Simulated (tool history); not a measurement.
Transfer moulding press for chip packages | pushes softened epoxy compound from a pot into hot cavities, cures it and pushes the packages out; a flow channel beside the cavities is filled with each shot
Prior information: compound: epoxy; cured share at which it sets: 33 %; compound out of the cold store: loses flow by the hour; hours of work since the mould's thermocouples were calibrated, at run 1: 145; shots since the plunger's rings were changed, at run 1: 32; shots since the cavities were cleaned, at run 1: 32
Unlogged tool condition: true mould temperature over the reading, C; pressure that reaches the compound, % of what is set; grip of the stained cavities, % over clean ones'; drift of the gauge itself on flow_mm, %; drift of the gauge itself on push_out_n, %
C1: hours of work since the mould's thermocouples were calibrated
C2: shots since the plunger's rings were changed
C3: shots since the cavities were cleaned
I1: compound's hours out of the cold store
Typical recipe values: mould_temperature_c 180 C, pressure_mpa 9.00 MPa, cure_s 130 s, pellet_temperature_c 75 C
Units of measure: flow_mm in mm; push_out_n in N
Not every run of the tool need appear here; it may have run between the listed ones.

run 1 hour=0.0 | mould_temperature_c=180 pressure_mpa=9.00 cure_s=130 pellet_temperature_c=75 | C1=145 C2=32 C3=32 | I1=38.6 | flow_mm=677 push_out_n=530
run 2 hour=56.7 | mould_temperature_c=180 pressure_mpa=9.00 cure_s=130 pellet_temperature_c=75 | C1=171 C2=389 C3=389 | I1=9.4 | flow_mm=729 push_out_n=763
run 3 hour=80.6 | mould_temperature_c=180 pressure_mpa=9.00 cure_s=130 pellet_temperature_c=75 | C1=181 C2=539 C3=539 | I1=10.0 | flow_mm=728 push_out_n=827
run 4 hour=110.6 | mould_temperature_c=180 pressure_mpa=9.00 cure_s=130 pellet_temperature_c=75 | C1=194 C2=727 C3=727 | I1=33.0 | flow_mm=687 push_out_n=807
run 5 hour=135.5 | mould_temperature_c=180 pressure_mpa=9.00 cure_s=130 pellet_temperature_c=75 | C1=205 C2=884 C3=884 | I1=21.8 | flow_mm=697 push_out_n=826
-- hour=160.5 cavities cleaned with cleaning compound and waxed
run 6 hour=169.6 | mould_temperature_c=180 pressure_mpa=9.00 cure_s=130 pellet_temperature_c=75 | C1=220 C2=1089 C3=57 | I1=20.1 | flow_mm=708 push_out_n=532
run 7 hour=203.8 | mould_temperature_c=180 pressure_mpa=9.00 cure_s=130 pellet_temperature_c=75 | C1=235 C2=1304 C3=272 | I1=22.0 | flow_mm=697 push_out_n=661
run 8 hour=257.3 | mould_temperature_c=180 pressure_mpa=9.00 cure_s=130 pellet_temperature_c=69 | C1=259 C2=1641 C3=609 | I1=10.2 | flow_mm=709 push_out_n=839
-- hour=263.5 mould's thermocouples calibrated
run 9 hour=284.8 | mould_temperature_c=180 pressure_mpa=9.00 cure_s=130 pellet_temperature_c=69 | C1=9 C2=1801 C3=769 | I1=15.6 | flow_mm=692 push_out_n=843
run 10 hour=308.0 | mould_temperature_c=180 pressure_mpa=9.00 cure_s=130 pellet_temperature_c=67 | C1=20 C2=1947 C3=915 | I1=27.9 | flow_mm=672 push_out_n=850
-- hour=327.8 cavities cleaned with cleaning compound and waxed
run 11 hour=346.0 | mould_temperature_c=180 pressure_mpa=9.00 cure_s=114 pellet_temperature_c=75 | C1=36 C2=2176 C3=114 | I1=45.0 | flow_mm=645 push_out_n=727
-- hour=353.0 mould's thermocouples calibrated, once more
run 12 hour=380.4 | mould_temperature_c=180 pressure_mpa=9.00 cure_s=130 pellet_temperature_c=75 | C1=12 C2=2380 C3=318 | I1=28.2 | flow_mm=674 push_out_n=696
run 13 hour=425.8 | mould_temperature_c=180 pressure_mpa=9.00 cure_s=130 pellet_temperature_c=75 | C1=32 C2=2665 C3=603 | I1=41.7 | flow_mm=645 push_out_n=774
run 14 hour=451.3 | mould_temperature_c=180 pressure_mpa=9.00 cure_s=114 pellet_temperature_c=75 | C1=43 C2=2826 C3=764 | I1=14.2 | flow_mm=707 push_out_n=1098
run 15 hour=482.6 | mould_temperature_c=180 pressure_mpa=9.00 cure_s=114 pellet_temperature_c=75 | C1=57 C2=3022 C3=960 | I1=20.2 | flow_mm=680 push_out_n=1121
-- hour=493.3 cavities cleaned with cleaning compound and waxed
run 16 hour=534.0 | mould_temperature_c=175 pressure_mpa=7.00 cure_s=150 pellet_temperature_c=75 | C1=79 C2=3337 C3=256 | I1=32.3 | flow_mm=605 push_out_n=699
run 17 hour=572.2 | mould_temperature_c=180 pressure_mpa=9.00 cure_s=130 pellet_temperature_c=73 | C1=96 C2=3576 C3=495 | I1=45.0 | flow_mm=633 push_out_n=739
run 18 hour=605.5 | mould_temperature_c=180 pressure_mpa=9.00 cure_s=130 pellet_temperature_c=73 | C1=111 C2=3786 C3=705 | I1=26.9 | flow_mm=669 push_out_n=800
run 19 hour=644.5 | mould_temperature_c=180 pressure_mpa=9.34 cure_s=119 pellet_temperature_c=73 | C1=128 C2=4031 C3=950 | I1=29.1 | flow_mm=654 push_out_n=993
-- hour=657.2 cavities cleaned with cleaning compound and waxed
run 20 hour=682.5 | mould_temperature_c=181 pressure_mpa=9.33 cure_s=127 pellet_temperature_c=81 | C1=144 C2=4261 C3=159 | I1=27.2 | flow_mm=663 push_out_n=600
run 21 hour=725.8 | mould_temperature_c=181 pressure_mpa=9.33 cure_s=127 pellet_temperature_c=81 | C1=163 C2=4533 C3=431 | I1=24.5 | flow_mm=663 push_out_n=701
run 22 hour=761.2 | mould_temperature_c=180 pressure_mpa=10.06 cure_s=151 pellet_temperature_c=75 | C1=179 C2=4756 C3=654 | I1=26.3 | flow_mm=677 push_out_n=711
run 23 hour=808.7 | mould_temperature_c=172 pressure_mpa=8.25 cure_s=113 pellet_temperature_c=73 | C1=200 C2=5055 C3=953 | I1=44.0 | flow_mm=626 push_out_n=1972
-- hour=823.9 cavities cleaned with cleaning compound and waxed
run 24 hour=841.3 | mould_temperature_c=181 pressure_mpa=9.00 cure_s=130 pellet_temperature_c=75 | C1=214 C2=5250 C3=110 | I1=38.8 | flow_mm=621 push_out_n=568
-- hour=864.1 plunger's sealing rings changed
run 25 hour=888.5 | mould_temperature_c=187 pressure_mpa=9.01 cure_s=130 pellet_temperature_c=75 | C1=234 C2=154 C3=391 | I1=44.1 | flow_mm=636 push_out_n=608
run 26 hour=914.7 | mould_temperature_c=184 pressure_mpa=9.01 cure_s=140 pellet_temperature_c=72 | C1=245 C2=319 C3=556 | I1=26.5 | flow_mm=687 push_out_n=660
run 27 hour=950.8 | mould_temperature_c=176 pressure_mpa=9.50 cure_s=121 pellet_temperature_c=72 | C1=261 C2=546 C3=783 | I1=43.6 | flow_mm=700 push_out_n=1174
-- hour=992.6 cavities cleaned with cleaning compound and waxed
run 28 hour=1007.9 | mould_temperature_c=180 pressure_mpa=7.27 cure_s=130 pellet_temperature_c=75 | C1=286 C2=895 C3=96 | I1=41.5 | flow_mm=599 push_out_n=569
run 29 hour=1051.6 | mould_temperature_c=180 pressure_mpa=7.27 cure_s=130 pellet_temperature_c=75 | C1=305 C2=1170 C3=371 | I1=47.6 | flow_mm=587 push_out_n=690

Alternative continuations, all from the tool just after run 29; predict every row:
run A hour=1100.5 | mould_temperature_c=181 pressure_mpa=8.16 cure_s=130 pellet_temperature_c=75 | C1=327 C2=1478 C3=679 | I1=29.4 | flow_mm=? push_out_n=?
run B hour=1100.5 | mould_temperature_c=180 pressure_mpa=10.73 cure_s=130 pellet_temperature_c=69 | C1=327 C2=1478 C3=679 | I1=31.7 | flow_mm=? push_out_n=?
run C hour=1100.5 | mould_temperature_c=180 pressure_mpa=7.78 cure_s=116 pellet_temperature_c=81 | C1=327 C2=1478 C3=679 | I1=29.0 | flow_mm=? push_out_n=?

run=A flow_mm=644 push_out_n=786
run=B flow_mm=745 push_out_n=766
run=C flow_mm=634 push_out_n=967
Stripped of hidden state, with their random variation kept, the same runs would have yielded:
run=A flow_mm=661 push_out_n=490
run=B flow_mm=764 push_out_n=479
run=C flow_mm=651 push_out_n=615
